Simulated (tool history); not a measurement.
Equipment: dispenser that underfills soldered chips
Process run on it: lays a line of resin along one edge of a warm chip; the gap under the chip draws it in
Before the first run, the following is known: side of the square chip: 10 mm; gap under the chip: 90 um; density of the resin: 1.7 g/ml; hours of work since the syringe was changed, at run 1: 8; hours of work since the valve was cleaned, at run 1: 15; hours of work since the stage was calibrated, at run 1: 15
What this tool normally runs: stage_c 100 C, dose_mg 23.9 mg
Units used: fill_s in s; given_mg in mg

| run | hour | stage_c | dose_mg | hours of work since the syringe was changed | hours of work since the valve was cleaned | hours of work since the stage was calibrated | fill_s | given_mg |
|---|---|---|---|---|---|---|---|---|
| 1 | 0.0 | 100 | 23.9 | 8 | 15 | 15 | 46.4 | 23.56 |
|  | 5.1 | new syringe of resin |
| 2 | 5.7 | 100 | 23.9 | 0 | 18 | 18 | 27.8 | 23.41 |
| 3 | 12.0 | 100 | 23.9 | 5 | 22 | 22 | 38.2 | 23.37 |
| 4 | 18.4 | 100 | 23.9 | 9 | 27 | 27 | 50.8 | 23.49 |
|  | 21.4 | new syringe of resin |
| 5 | 26.0 | 100 | 23.9 | 3 | 32 | 32 | 34.2 | 23.18 |
| 6 | 30.1 | 100 | 21.7 | 6 | 34 | 34 | 42.7 | 20.97 |
| 7 | 34.1 | 100 | 20.5 | 9 | 37 | 37 | 53.5 | 20.10 |
|  | 38.0 | new syringe of resin |
| 8 | 40.3 | 100 | 20.5 | 2 | 41 | 41 | 30.8 | 19.78 |
| 9 | 47.2 | 109 | 23.9 | 6 | 46 | 46 | 30.6 | 23.01 |
| 10 | 52.4 | 109 | 23.9 | 10 | 49 | 49 | 40.5 | 22.97 |
|  | 54.3 | new syringe of resin |
| 11 | 56.6 | 109 | 23.9 | 2 | 52 | 52 | 22.1 | 23.07 |
| 12 | 62.3 | 100 | 30.6 | 5 | 56 | 56 | 40.1 | 29.24 |
| 13 | 65.9 | 100 | 21.9 | 8 | 58 | 58 | 49.7 | 20.86 |
| 14 | 69.4 | 100 | 23.9 | 10 | 61 | 61 | 58.7 | 22.84 |
|  | 70.4 | new syringe of resin |
| 15 | 74.6 | 101 | 23.9 | 3 | 64 | 64 | 32.0 | 22.70 |
| 16 | 80.8 | 101 | 23.9 | 7 | 68 | 68 | 43.9 | 22.82 |
| 17 | 85.5 | 100 | 30.9 | 10 | 71 | 71 | 55.1 | 29.10 |
|  | 86.5 | new syringe of resin |
|  | 88.6 | dispensing valve cleaned and set on the balance |
| 18 | 93.4 | 100 | 28.4 | 4 | 3 | 76 | 35.7 | 28.24 |
| 19 | 100.6 | 90 | 23.8 | 9 | 8 | 80 | 77.1 | 23.70 |
|  | 104.0 | new syringe of resin |
| 20 | 106.0 | 93 | 30.1 | 1 | 12 | 84 | 38.6 | 29.93 |
| 21 | 109.6 | 93 | 30.1 | 4 | 14 | 86 | 45.0 | 29.83 |
| 22 | 114.9 | 107 | 23.9 | 7 | 18 | 90 | 35.9 | 23.56 |
|  | 120.2 | new syringe of resin |
| 23 | 122.2 | 108 | 23.4 | 1 | 22 | 95 | 22.2 | 22.98 |
| 24 | 126.4 | 94 | 21.3 | 4 | 25 | 97 | 48.1 | 20.95 |
| 25 | 133.5 | 95 | 26.9 | 9 | 30 | 102 | 63.3 | 26.15 |
|  | 136.3 | new syringe of resin |
| 26 | 138.3 | 86 | 26.6 | 1 | 33 | 105 | 52.2 | 25.78 |
| 27 | 145.0 | 86 | 26.6 | 6 | 37 | 110 | 73.6 | 26.15 |
| 28 | 151.7 | 86 | 26.6 | 10 | 42 | 114 | 100.3 | 25.97 |
|  | 152.7 | new syringe of resin |
| 29 | 156.4 | 86 | 26.6 | 2 | 45 | 117 | 57.3 | 25.64 |
| 30 | 160.9 | 86 | 26.6 | 6 | 48 | 120 | 70.6 | 25.76 |
| 31 | 167.6 | 86 | 26.6 | 10 | 52 | 125 | 98.0 | 25.42 |
|  | 168.8 | new syringe of resin |
| 32 | 174.2 | 107 | 28.1 | 4 | 57 | 129 | 27.0 | 26.85 |
| 33 | 181.3 | 86 | 23.6 | 8 | 61 | 134 | 89.5 | 22.44 |
|  | 185.0 | new syringe of resin |
| 34 | 188.6 | 86 | 23.6 | 2 | 66 | 139 | 57.9 | 22.34 |
| 35 | 192.3 | 97 | 20.9 | 5 | 69 | 141 | 46.4 | 19.95 |

Below are 5 alternative next runs, each starting from the tool's condition after run 35. Predict each:
|  | 198.8 | dispensing valve cleaned and set on the balance |
| A | 199.9 | 85 | 24.7 | 9 | 1 | 145 | ? | ? |
|  | 198.8 | dispensing valve cleaned and set on the balance |
| B | 199.9 | 100 | 20.8 | 9 | 1 | 145 | ? | ? |
|  | 198.8 | dispensing valve cleaned and set on the balance |
| C | 199.9 | 104 | 25.2 | 9 | 1 | 145 | ? | ? |
|  | 198.8 | dispensing valve cleaned and set on the balance |
| D | 199.9 | 99 | 20.9 | 9 | 1 | 145 | ? | ? |
|  | 198.8 | dispensing valve cleaned and set on the balance |
| E | 199.9 | 105 | 23.0 | 9 | 1 | 145 | ? | ? |

| run | fill_s | given_mg |
|---|---|---|
| A | 97.2 | 24.55 |
| B | 55.3 | 20.70 |
| C | 46.6 | 25.26 |
| D | 58.2 | 20.75 |
| E | 44.9 | 23.04 |
What these runs would have given with no unlogged condition in the tool:
| run | fill_s | given_mg |
|---|---|---|
| A | 48.3 | 24.54 |
| B | 27.6 | 20.68 |
| C | 23.3 | 25.24 |
| D | 29.0 | 20.74 |
| E | 22.4 | 23.02 |

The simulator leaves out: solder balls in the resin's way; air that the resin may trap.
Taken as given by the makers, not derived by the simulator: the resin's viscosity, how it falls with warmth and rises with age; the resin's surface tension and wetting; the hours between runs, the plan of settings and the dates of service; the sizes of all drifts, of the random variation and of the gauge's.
